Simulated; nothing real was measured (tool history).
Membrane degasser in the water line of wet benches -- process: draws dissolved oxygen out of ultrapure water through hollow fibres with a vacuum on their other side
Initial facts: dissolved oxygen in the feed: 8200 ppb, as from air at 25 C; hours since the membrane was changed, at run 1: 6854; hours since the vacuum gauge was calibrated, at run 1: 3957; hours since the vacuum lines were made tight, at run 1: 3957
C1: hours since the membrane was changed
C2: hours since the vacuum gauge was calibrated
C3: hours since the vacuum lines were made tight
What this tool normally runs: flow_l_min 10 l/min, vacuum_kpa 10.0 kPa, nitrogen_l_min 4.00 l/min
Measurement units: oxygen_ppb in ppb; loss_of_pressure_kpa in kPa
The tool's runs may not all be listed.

run 1 day=0.000 | flow_l_min=10 vacuum_kpa=10.0 nitrogen_l_min=4.00 | C1=6854 C2=3957 C3=3957 | oxygen_ppb=108.9 loss_of_pressure_kpa=58.08
run 2 day=5.179 | flow_l_min=10 vacuum_kpa=10.0 nitrogen_l_min=4.00 | C1=6978 C2=4081 C3=4081 | oxygen_ppb=107.7 loss_of_pressure_kpa=57.91
run 3 day=11.354 | flow_l_min=7 vacuum_kpa=10.0 nitrogen_l_min=4.00 | C1=7126 C2=4229 C3=4229 | oxygen_ppb=52.0 loss_of_pressure_kpa=40.45
run 4 day=16.854 | flow_l_min=7 vacuum_kpa=10.0 nitrogen_l_min=4.00 | C1=7258 C2=4361 C3=4361 | oxygen_ppb=52.6 loss_of_pressure_kpa=41.04
run 5 day=22.092 | flow_l_min=7 vacuum_kpa=10.0 nitrogen_l_min=4.00 | C1=7384 C2=4487 C3=4487 | oxygen_ppb=52.9 loss_of_pressure_kpa=40.80
run 6 day=26.238 | flow_l_min=7 vacuum_kpa=10.0 nitrogen_l_min=4.00 | C1=7483 C2=4587 C3=4587 | oxygen_ppb=52.9 loss_of_pressure_kpa=40.84
run 7 day=33.362 | flow_l_min=10 vacuum_kpa=10.0 nitrogen_l_min=1.93 | C1=7654 C2=4758 C3=4758 | oxygen_ppb=151.9 loss_of_pressure_kpa=58.44
run 8 day=36.429 | flow_l_min=10 vacuum_kpa=10.0 nitrogen_l_min=1.93 | C1=7728 C2=4831 C3=4831 | oxygen_ppb=151.2 loss_of_pressure_kpa=58.49
run 9 day=39.621 | flow_l_min=10 vacuum_kpa=10.0 nitrogen_l_min=4.42 | C1=7804 C2=4908 C3=4908 | oxygen_ppb=104.7 loss_of_pressure_kpa=58.21
run 10 day=45.225 | flow_l_min=15 vacuum_kpa=10.0 nitrogen_l_min=4.00 | C1=7939 C2=5042 C3=5042 | oxygen_ppb=239.2 loss_of_pressure_kpa=87.48
run 11 day=51.925 | flow_l_min=10 vacuum_kpa=10.0 nitrogen_l_min=4.76 | C1=8100 C2=5203 C3=5203 | oxygen_ppb=101.4 loss_of_pressure_kpa=58.28
run 12 day=57.683 | flow_l_min=10 vacuum_kpa=10.0 nitrogen_l_min=4.76 | C1=8238 C2=5341 C3=5341 | oxygen_ppb=101.8 loss_of_pressure_kpa=58.19
run 13 day=61.167 | flow_l_min=12 vacuum_kpa=10.0 nitrogen_l_min=4.76 | C1=8322 C2=5425 C3=5425 | oxygen_ppb=148.0 loss_of_pressure_kpa=70.16
run 14 day=64.554 | flow_l_min=12 vacuum_kpa=10.0 nitrogen_l_min=4.76 | C1=8403 C2=5506 C3=5506 | oxygen_ppb=144.3 loss_of_pressure_kpa=70.08
run 15 day=70.888 | flow_l_min=12 vacuum_kpa=10.0 nitrogen_l_min=4.76 | C1=8555 C2=5658 C3=5658 | oxygen_ppb=147.0 loss_of_pressure_kpa=69.38
run 16 day=74.308 | flow_l_min=10 vacuum_kpa=15.1 nitrogen_l_min=4.00 | C1=8637 C2=5740 C3=5740 | oxygen_ppb=136.1 loss_of_pressure_kpa=58.44
run 17 day=79.983 | flow_l_min=7 vacuum_kpa=16.8 nitrogen_l_min=2.63 | C1=8773 C2=5876 C3=5876 | oxygen_ppb=111.9 loss_of_pressure_kpa=40.74
run 18 day=87.142 | flow_l_min=16 vacuum_kpa=17.3 nitrogen_l_min=2.12 | C1=8945 C2=6048 C3=6048 | oxygen_ppb=449.2 loss_of_pressure_kpa=93.13
run 19 day=93.254 | flow_l_min=16 vacuum_kpa=17.3 nitrogen_l_min=2.12 | C1=9092 C2=6195 C3=6195 | oxygen_ppb=435.2 loss_of_pressure_kpa=93.30
run 20 day=98.521 | flow_l_min=9 vacuum_kpa=6.8 nitrogen_l_min=8.52 | C1=9218 C2=6321 C3=6321 | oxygen_ppb=59.0 loss_of_pressure_kpa=52.32
run 21 day=105.104 | flow_l_min=9 vacuum_kpa=18.1 nitrogen_l_min=1.65 | C1=9376 C2=6479 C3=6479 | oxygen_ppb=241.0 loss_of_pressure_kpa=52.57
run 22 day=111.279 | flow_l_min=14 vacuum_kpa=15.4 nitrogen_l_min=7.55 | C1=9524 C2=6628 C3=6628 | oxygen_ppb=203.3 loss_of_pressure_kpa=81.70
run 23 day=114.346 | flow_l_min=14 vacuum_kpa=6.9 nitrogen_l_min=11.71 | C1=9598 C2=6701 C3=6701 | oxygen_ppb=163.0 loss_of_pressure_kpa=81.47
run 24 day=119.204 | flow_l_min=14 vacuum_kpa=16.1 nitrogen_l_min=7.46 | C1=9714 C2=6818 C3=6818 | oxygen_ppb=210.3 loss_of_pressure_kpa=81.11
run 25 day=125.138 | flow_l_min=14 vacuum_kpa=10.0 nitrogen_l_min=4.00 | C1=9857 C2=6960 C3=6960 | oxygen_ppb=207.8 loss_of_pressure_kpa=81.86
run 26 day=130.129 | flow_l_min=14 vacuum_kpa=10.0 nitrogen_l_min=6.64 | C1=9977 C2=7080 C3=7080 | oxygen_ppb=183.0 loss_of_pressure_kpa=81.43
-- day=134.846 vacuum gauge calibrated
run 27 day=134.971 | flow_l_min=13 vacuum_kpa=12.4 nitrogen_l_min=8.78 | C1=10092 C2=3 C3=7196 | oxygen_ppb=160.9 loss_of_pressure_kpa=76.20
-- day=138.408 seals of the vacuum lines changed
run 28 day=140.092 | flow_l_min=14 vacuum_kpa=12.6 nitrogen_l_min=8.78 | C1=10213 C2=124 C3=40 | oxygen_ppb=186.0 loss_of_pressure_kpa=81.69
run 29 day=143.554 | flow_l_min=14 vacuum_kpa=12.6 nitrogen_l_min=8.78 | C1=10296 C2=207 C3=123 | oxygen_ppb=188.6 loss_of_pressure_kpa=81.73
run 30 day=150.575 | flow_l_min=14 vacuum_kpa=12.6 nitrogen_l_min=8.78 | C1=10465 C2=376 C3=292 | oxygen_ppb=190.1 loss_of_pressure_kpa=81.60
run 31 day=155.462 | flow_l_min=13 vacuum_kpa=6.3 nitrogen_l_min=8.78 | C1=10582 C2=493 C3=409 | oxygen_ppb=136.9 loss_of_pressure_kpa=76.32
run 32 day=162.550 | flow_l_min=7 vacuum_kpa=6.3 nitrogen_l_min=1.63 | C1=10752 C2=663 C3=579 | oxygen_ppb=57.3 loss_of_pressure_kpa=40.72

Describe how what the log doesn't record of the tool's condition differs between the last listed run preceding each entry between runs and the first listed run following it.
Between runs 26 and 27: vacuum gauge calibrated (day 134.846)
  true pressure behind the membrane over the reading, kPa: 0.01 -> 0
Between runs 27 and 28: seals of the vacuum lines changed (day 138.408)
  air that leaks in behind the membrane, l/min: 0.0023 -> 0.002
